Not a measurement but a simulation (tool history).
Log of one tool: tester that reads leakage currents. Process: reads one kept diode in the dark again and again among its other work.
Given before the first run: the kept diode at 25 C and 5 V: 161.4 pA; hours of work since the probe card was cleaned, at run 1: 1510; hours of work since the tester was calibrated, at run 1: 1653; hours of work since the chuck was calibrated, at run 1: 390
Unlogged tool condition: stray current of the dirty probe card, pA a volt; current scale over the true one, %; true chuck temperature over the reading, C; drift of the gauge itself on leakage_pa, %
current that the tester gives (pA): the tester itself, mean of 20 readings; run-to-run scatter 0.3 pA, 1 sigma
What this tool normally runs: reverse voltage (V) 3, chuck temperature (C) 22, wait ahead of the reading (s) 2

| run | hour | reverse voltage (V) | chuck temperature (C) | wait ahead of the reading (s) | hours of work since the probe card was cleaned | hours of work since the tester was calibrated | hours of work since the chuck was calibrated | current that the tester gives (pA) |
|---|---|---|---|---|---|---|---|---|
| 1 | 0 | 3 | 22 | 2 | 1510 | 1653 | 390 | 109.79 |
| 2 | 35.6 | 3 | 44 | 2 | 1531 | 1673 | 410 | 687.41 |
| 3 | 89.3 | 3 | 44 | 2 | 1561 | 1703 | 440 | 686.98 |
| 4 | 132.4 | 3.89 | 22 | 2 | 1585 | 1728 | 465 | 126.71 |
| 5 | 163.8 | 3.89 | 22 | 2 | 1603 | 1745 | 482 | 127.69 |
| 6 | 203.4 | 3.89 | 22 | 2 | 1626 | 1768 | 505 | 127.89 |
| 7 | 251.2 | 1 | 22 | 2 | 1653 | 1795 | 532 | 68.08 |
| 8 | 290 | 1 | 22 | 2 | 1675 | 1817 | 554 | 67.99 |
| 9 | 324.1 | 1 | 22 | 2 | 1694 | 1836 | 573 | 68.33 |
| 10 | 355.1 | 3 | 22 | 1.59 | 1711 | 1854 | 591 | 115.03 |
|  | 363.1 | chuck's temperature calibrated |
| 11 | 395 | 3 | 22 | 1.59 | 1733 | 1875 | 18 | 101.6 |
| 12 | 447.5 | 5.08 | 22 | 2 | 1763 | 1905 | 48 | 133.2 |
| 13 | 507.6 | 5.08 | 22 | 2 | 1797 | 1939 | 82 | 133.36 |
| 14 | 568.7 | 5.08 | 22 | 2 | 1831 | 1973 | 116 | 134.82 |
| 15 | 611.2 | 3 | 22 | 2 | 1855 | 1997 | 140 | 104.5 |
| 16 | 650.9 | 1.8 | 22 | 2 | 1878 | 2020 | 163 | 82.8 |
|  | 657.2 | tester calibrated |
| 17 | 684.4 | 3 | 22 | 4.88 | 1895 | 15 | 181 | 105.18 |
| 18 | 742.2 | 1.16 | 22 | 1 | 1928 | 48 | 213 | 67.08 |
| 19 | 795.1 | 1.16 | 50 | 1 | 1958 | 78 | 243 | 676.44 |
| 20 | 827.4 | 4.9 | 50 | 1 | 1976 | 96 | 262 | 1309.91 |
| 21 | 875.8 | 3 | 22 | 6.7 | 2004 | 124 | 289 | 107.56 |
| 22 | 931.5 | 3 | 23 | 1.16 | 2035 | 155 | 321 | 118.21 |
| 23 | 980.7 | 2.9 | 22 | 1.6 | 2063 | 183 | 348 | 107.22 |
|  | 1034.9 | tester calibrated, once more |
| 24 | 1047.5 | 3 | 32 | 0.32 | 2100 | 7 | 385 | 260.8 |
| 25 | 1080.2 | 1.28 | 42 | 0.31 | 2118 | 26 | 404 | 400.26 |
| 26 | 1141 | 3 | 24 | 1.06 | 2153 | 60 | 438 | 133.45 |
| 27 | 1202.2 | 3 | 22 | 1.06 | 2187 | 95 | 473 | 113.77 |
| 28 | 1256.3 | 3 | 37 | 4.54 | 2218 | 125 | 503 | 401.02 |
| 29 | 1302.5 | 2.45 | 37 | 3.81 | 2244 | 151 | 529 | 363.92 |
| 30 | 1349.8 | 15.92 | 56 | 1.1 | 2271 | 178 | 556 | 3710.71 |

What will run 31 give?
| 31 | 1397.9 | 7.46 | 26 | 2.54 | 2298 | 205 | 583 | ? |

Run 31 gave current that the tester gives (pA) 252.8.
Minus the tool's unlogged condition, the same run would have read current that the tester gives (pA) 211.11.

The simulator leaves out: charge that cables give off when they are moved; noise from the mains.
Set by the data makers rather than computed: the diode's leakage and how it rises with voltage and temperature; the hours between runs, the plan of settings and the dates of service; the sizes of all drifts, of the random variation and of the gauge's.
